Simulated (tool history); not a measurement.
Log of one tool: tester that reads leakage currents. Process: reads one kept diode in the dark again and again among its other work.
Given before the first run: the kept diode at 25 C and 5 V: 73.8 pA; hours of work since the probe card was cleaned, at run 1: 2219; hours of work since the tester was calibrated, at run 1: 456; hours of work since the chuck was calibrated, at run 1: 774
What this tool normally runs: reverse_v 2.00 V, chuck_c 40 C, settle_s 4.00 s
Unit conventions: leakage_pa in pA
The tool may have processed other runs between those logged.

run   hour  reverse_v  chuck_c  settle_s  hours of work since the probe card was cleaned  hours of work since the tester was calibrated  hours of work since the chuck was calibrated  leakage_pa
  1    0.0       2.00       40      4.00                                            2219                                            456                                           774      189.96
  2   35.4       2.00       40      4.00                                            2236                                            473                                           791      189.16
  3   67.9       2.00       40      4.00                                            2252                                            490                                           808      189.29
  4  105.6       2.00       40      4.00                                            2271                                            508                                           826      189.57
  5  131.1       2.00       40      4.00                                            2284                                            521                                           839      190.87
  6  156.2       2.00       40      4.00                                            2296                                            534                                           851      189.79
  7  190.9       2.00       21      4.00                                            2314                                            551                                           869       35.15
  8  216.8       2.00       40      4.00                                            2327                                            564                                           882      190.19
  9  243.2       2.00       40      4.00                                            2340                                            577                                           895      190.67
 10  269.3       2.00       40      4.00                                            2353                                            590                                           908      189.88
 11  299.4       2.00       40      4.00                                            2368                                            605                                           923      188.43
 12  334.6       2.00       40      4.00                                            2385                                            622                                           940      191.31
 13  368.3       2.00       40      2.18                                            2402                                            639                                           957      190.84
 14  409.4       1.62       40      4.00                                            2422                                            660                                           978      173.97
 15  442.9       2.00       28      4.00                                            2439                                            676                                           994       67.04
 16  481.2       1.82       40      4.00                                            2458                                            695                                          1013      184.08
 17  502.5       2.00       40      4.00                                            2469                                            706                                          1024      190.44
 18  527.8      18.44       43      4.00                                            2481                                            719                                          1036      604.33
 19  557.0      18.44       32      4.00                                            2496                                            733                                          1051      238.29
 20  580.9      18.44       32      4.00                                            2508                                            745                                          1063      237.29
 21  617.3      18.44       32      4.00                                            2526                                            763                                          1081      238.62
 22  655.1      18.44       32      4.00                                            2545                                            782                                          1100      238.12
 23  682.4      16.24       40      4.00                                            2558                                            796                                          1113      446.97
 24  706.8       2.32       41      4.00                                            2571                                            808                                          1126      219.01
 25  741.0       2.32       41      4.00                                            2588                                            825                                          1143      217.23
 26  769.9       6.32       24      0.40                                            2602                                            839                                          1157       79.36
 27  801.1       2.48       54      2.56                                            2617                                            855                                          1173      638.00
 28  830.6       3.54       23      3.33                                            2632                                            869                                          1187       53.86
 29  862.9       1.83       29      3.33                                            2648                                            885                                          1203       70.62
 30  905.5       1.15       21      1.07                                            2669                                            907                                          1225       28.31
 31  930.1       1.95       34      1.85                                            2682                                            919                                          1237      112.81
 32  957.6       1.95       34      1.85                                            2695                                            933                                          1250      112.58
 33  996.0       1.95       41      1.92                                            2715                                            952                                          1270      204.25

Forecast each of these 4 alternatives for the next run:
  A  1017.0      15.41       25      0.69                                            2725                                            962                                          1280           ?
  B  1017.0       6.97       34      1.51                                            2725                                            962                                          1280           ?
  C  1017.0       1.37       35      0.46                                            2725                                            962                                          1280           ?
  D  1017.0       1.95       41      1.86                                            2725                                            962                                          1280           ?

run  leakage_pa
  A      124.94
  B      190.42
  C      107.31
  D      204.71
Without the tool's unlogged condition, the same runs would have read:
run  leakage_pa
  A      124.77
  B      190.62
  C      107.49
  D      205.07
